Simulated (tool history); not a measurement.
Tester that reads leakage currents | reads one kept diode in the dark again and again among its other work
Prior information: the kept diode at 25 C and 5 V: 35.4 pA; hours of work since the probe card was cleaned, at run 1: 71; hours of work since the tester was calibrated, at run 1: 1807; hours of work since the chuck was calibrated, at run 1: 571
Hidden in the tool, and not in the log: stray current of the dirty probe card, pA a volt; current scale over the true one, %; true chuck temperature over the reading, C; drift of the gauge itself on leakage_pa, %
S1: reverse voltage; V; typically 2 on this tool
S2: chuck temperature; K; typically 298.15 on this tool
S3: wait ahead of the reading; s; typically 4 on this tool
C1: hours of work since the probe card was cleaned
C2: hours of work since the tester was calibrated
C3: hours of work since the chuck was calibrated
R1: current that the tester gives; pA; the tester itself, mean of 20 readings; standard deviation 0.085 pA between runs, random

run 1 hour=0 | S1=2 S2=298.15 S3=4 | C1=71 C2=1807 C3=571 | R1=22.89
run 2 hour=96.6 | S1=2.04 S2=298.15 S3=4 | C1=127 C2=1862 C3=627 | R1=23.05
run 3 hour=186.7 | S1=2 S2=328.15 S3=4 | C1=178 C2=1914 C3=678 | R1=238.35
run 4 hour=300.6 | S1=2 S2=328.15 S3=4 | C1=244 C2=1979 C3=744 | R1=236.43
run 5 hour=389.7 | S1=2 S2=328.15 S3=4 | C1=295 C2=2030 C3=795 | R1=236.9
run 6 hour=475.1 | S1=2 S2=328.15 S3=4 | C1=344 C2=2080 C3=844 | R1=236.77
run 7 hour=553.6 | S1=2 S2=328.15 S3=4 | C1=389 C2=2125 C3=889 | R1=237.27
run 8 hour=667.8 | S1=2 S2=328.15 S3=4 | C1=455 C2=2190 C3=955 | R1=236.37
run 9 hour=731.4 | S1=2 S2=328.15 S3=4 | C1=491 C2=2227 C3=991 | R1=237.88
run 10 hour=811.3 | S1=2 S2=328.15 S3=4 | C1=537 C2=2273 C3=1037 | R1=235.77
run 11 hour=901 | S1=2 S2=328.15 S3=4 | C1=589 C2=2324 C3=1089 | R1=237.4
run 12 hour=973.4 | S1=2 S2=304.15 S3=4 | C1=630 C2=2366 C3=1130 | R1=37.74
run 13 hour=1046.9 | S1=2 S2=304.15 S3=4 | C1=673 C2=2408 C3=1173 | R1=37.58
run 14 hour=1126.7 | S1=2 S2=304.15 S3=4 | C1=718 C2=2454 C3=1218 | R1=37.61
run 15 hour=1225.9 | S1=2 S2=304.15 S3=4 | C1=775 C2=2511 C3=1275 | R1=37.56
run 16 hour=1341.8 | S1=2 S2=304.15 S3=4 | C1=842 C2=2577 C3=1342 | R1=37.76
run 17 hour=1388.7 | S1=5.74 S2=304.15 S3=4 | C1=869 C2=2604 C3=1369 | R1=63.54
run 18 hour=1439.1 | S1=5.74 S2=304.15 S3=4 | C1=898 C2=2633 C3=1398 | R1=63.16
run 19 hour=1508.7 | S1=5.74 S2=304.15 S3=4 | C1=938 C2=2673 C3=1438 | R1=63.04
run 20 hour=1577.4 | S1=5.74 S2=304.15 S3=4 | C1=977 C2=2713 C3=1477 | R1=63.45
run 21 hour=1687.8 | S1=5.74 S2=304.15 S3=4 | C1=1041 C2=2776 C3=1541 | R1=63.42
run 22 hour=1801.6 | S1=17.85 S2=304.15 S3=4 | C1=1106 C2=2842 C3=1606 | R1=110.92
run 23 hour=1873.3 | S1=17.85 S2=304.15 S3=4 | C1=1147 C2=2883 C3=1647 | R1=110.22
run 24 hour=1932.8 | S1=17.85 S2=304.15 S3=4 | C1=1182 C2=2917 C3=1682 | R1=110.83
run 25 hour=2010.5 | S1=5.01 S2=314.15 S3=0.36 | C1=1226 C2=2962 C3=1726 | R1=134.06
run 26 hour=2082.2 | S1=4.68 S2=300.15 S3=4.8 | C1=1267 C2=3003 C3=1767 | R1=40.86
run 27 hour=2144.9 | S1=4.68 S2=300.15 S3=4.8 | C1=1303 C2=3039 C3=1803 | R1=41.12
run 28 hour=2200.5 | S1=15.93 S2=330.15 S3=2.97 | C1=1335 C2=3071 C3=1835 | R1=750.06
run 29 hour=2304.6 | S1=1.14 S2=299.15 S3=0.66 | C1=1395 C2=3131 C3=1895 | R1=19.33
-- hour=2349.4 probe card cleaned and baked
run 30 hour=2394 | S1=3.67 S2=327.15 S3=2.46 | C1=26 C2=3180 C3=1945 | R1=296.33
run 31 hour=2500.4 | S1=4 S2=296.15 S3=5.33 | C1=87 C2=3241 C3=2006 | R1=26.99
run 32 hour=2566.9 | S1=2 S2=307.15 S3=3.11 | C1=125 C2=3280 C3=2044 | R1=48.21
run 33 hour=2672.1 | S1=2 S2=307.15 S3=3.11 | C1=185 C2=3340 C3=2105 | R1=47.99

Predict the results of run 34:
run 34 hour=2784.1 | S1=2 S2=325.15 S3=9.24 | C1=250 C2=3404 C3=2169 | R1=?

{"run 34": {"R1": 191.68}}
If the tool had no hidden condition, the same run with the same run-to-run variation would have returned R1 191.57 pA.
